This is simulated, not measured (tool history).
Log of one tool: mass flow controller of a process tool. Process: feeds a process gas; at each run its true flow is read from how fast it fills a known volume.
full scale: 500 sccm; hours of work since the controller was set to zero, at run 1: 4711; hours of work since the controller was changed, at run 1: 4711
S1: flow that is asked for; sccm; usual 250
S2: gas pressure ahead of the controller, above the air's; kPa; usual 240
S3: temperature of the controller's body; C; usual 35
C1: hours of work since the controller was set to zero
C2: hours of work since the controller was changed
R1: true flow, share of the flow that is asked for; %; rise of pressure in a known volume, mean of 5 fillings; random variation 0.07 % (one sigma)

run 1 hour=0 | S1=250 S2=240 S3=35 | C1=4711 C2=4711 | R1=98.03
run 2 hour=245.6 | S1=250 S2=240 S3=35 | C1=4849 C2=4849 | R1=97.89
run 3 hour=500.6 | S1=250 S2=171 S3=35 | C1=4993 C2=4993 | R1=98.15
run 4 hour=889 | S1=250 S2=171 S3=35 | C1=5211 C2=5211 | R1=98.23
run 5 hour=1272.6 | S1=250 S2=171 S3=35 | C1=5426 C2=5426 | R1=98.22
run 6 hour=1623.2 | S1=250 S2=171 S3=35 | C1=5623 C2=5623 | R1=98.31
run 7 hour=1925.3 | S1=250 S2=171 S3=35 | C1=5793 C2=5793 | R1=98.21
run 8 hour=2233.1 | S1=235 S2=240 S3=39 | C1=5966 C2=5966 | R1=97.53
-- hour=2256.2 controller's zero set anew
run 9 hour=2589.2 | S1=104 S2=226 S3=34 | C1=187 C2=6166 | R1=96.21
run 10 hour=2930.7 | S1=255 S2=238 S3=23 | C1=379 C2=6357 | R1=99.2
run 11 hour=3317.5 | S1=255 S2=238 S3=23 | C1=596 C2=6575 | R1=99.37

Forecast each of these 3 alternatives for the next run:
run A hour=3598.6 | S1=255 S2=238 S3=23 | C1=754 C2=6733 | R1=?
run B hour=3598.6 | S1=50 S2=193 S3=25 | C1=754 C2=6733 | R1=?
run C hour=3598.6 | S1=231 S2=194 S3=24 | C1=754 C2=6733 | R1=?

run=A R1=99.31
run=B R1=94.94
run=C R1=99.04
Without the tool's hidden state the same runs would have given:
run=A R1=99.04
run=B R1=97.93
run=C R1=98.85

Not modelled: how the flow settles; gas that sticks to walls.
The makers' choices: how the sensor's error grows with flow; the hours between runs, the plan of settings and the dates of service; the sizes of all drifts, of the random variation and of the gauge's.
